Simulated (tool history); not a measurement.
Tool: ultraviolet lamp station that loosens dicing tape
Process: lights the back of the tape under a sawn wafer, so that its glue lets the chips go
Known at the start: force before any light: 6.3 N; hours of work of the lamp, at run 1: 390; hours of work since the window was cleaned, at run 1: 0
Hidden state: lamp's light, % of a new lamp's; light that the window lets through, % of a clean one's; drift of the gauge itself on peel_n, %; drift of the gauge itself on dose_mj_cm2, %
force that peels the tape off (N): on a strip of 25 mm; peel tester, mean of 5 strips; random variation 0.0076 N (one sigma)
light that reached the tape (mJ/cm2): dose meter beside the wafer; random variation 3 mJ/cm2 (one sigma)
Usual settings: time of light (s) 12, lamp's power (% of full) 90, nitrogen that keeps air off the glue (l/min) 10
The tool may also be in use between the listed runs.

| run | hour | time of light (s) | lamp's power (% of full) | nitrogen that keeps air off the glue (l/min) | hours of work of the lamp | hours of work since the window was cleaned | force that peels the tape off (N) | light that reached the tape (mJ/cm2) |
|---|---|---|---|---|---|---|---|---|
| 1 | 0 | 12 | 90 | 10 | 390 | 0 | 0.398 | 381 |
| 2 | 57.2 | 12 | 90 | 10 | 415 | 25 | 0.417 | 374 |
| 3 | 115.8 | 12 | 90 | 10 | 440 | 51 | 0.444 | 362 |
| 4 | 159.6 | 12 | 90 | 4 | 459 | 70 | 0.896 | 362 |
| 5 | 225.2 | 12 | 90 | 4 | 488 | 98 | 0.9 | 355 |
| 6 | 296.5 | 12 | 69 | 4 | 519 | 130 | 1.452 | 260 |
| 7 | 330.2 | 9 | 90 | 10 | 534 | 144 | 0.93 | 248 |
| 8 | 361.4 | 9 | 90 | 10 | 547 | 158 | 0.974 | 250 |
| 9 | 419.8 | 9 | 90 | 10 | 573 | 183 | 0.981 | 245 |
| 10 | 471.7 | 9 | 90 | 10 | 596 | 206 | 1.011 | 237 |
| 11 | 536.7 | 8 | 73 | 6 | 624 | 234 | 2.064 | 163 |
|  | 543.6 | window cleaned of glue's vapour |
| 12 | 598.1 | 12 | 90 | 16 | 651 | 24 | 0.588 | 282 |
| 13 | 651.9 | 13 | 90 | 12 | 674 | 47 | 0.608 | 296 |
| 14 | 712.2 | 13 | 90 | 12 | 701 | 74 | 0.677 | 287 |

The next listed run, before its measurement:
| 15 | 754.7 | 13 | 90 | 12 | 719 | 92 | ? | ? |

force that peels the tape off (N): 0.676
light that reached the tape (mJ/cm2): 281
Without the tool's hidden state the same run would have given force that peels the tape off (N) 0.208, light that reached the tape (mJ/cm2) 475.
